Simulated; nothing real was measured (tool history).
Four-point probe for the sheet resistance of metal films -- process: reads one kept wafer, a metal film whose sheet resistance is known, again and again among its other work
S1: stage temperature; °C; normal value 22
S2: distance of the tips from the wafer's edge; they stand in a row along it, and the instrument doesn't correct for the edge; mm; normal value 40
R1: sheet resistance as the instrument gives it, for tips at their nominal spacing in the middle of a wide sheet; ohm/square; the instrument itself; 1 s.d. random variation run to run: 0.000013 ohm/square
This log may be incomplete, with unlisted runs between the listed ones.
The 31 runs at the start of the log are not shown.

run	hour	S1	S2	R1
32	1538.1	32	49	0.067992
33	1575.1	26	5	0.068030
34	1632.9	21	26	0.067414
35	1696.4	21	24	0.067438
36	1731.6	27	41	0.067734
37	1788.7	30	6	0.068162
38	1820.7	22	55	0.067484
39	1892.2	22	55	0.067497
# hour 1912.2: new probe head fitted
40	1958.5	22	37	0.067082
41	2016.2	19	27	0.066944
42	2048.1	19	27	0.066945
43	2102.4	19	27	0.066945
44	2134.6	19	27	0.066963
45	2184.9	35	4	0.068343
46	2239.9	28	9	0.067556

Forecast each of these 3 alternatives for the next run:
A	2286.8	28	4	?
B	2286.8	22	6	?
C	2286.8	26	65	?

run	R1
A	0.068011
B	0.067373
C	0.067335
Stripped of hidden state, with their random variation kept, the same runs would have yielded:
run	R1
A	0.067928
B	0.067288
C	0.067252
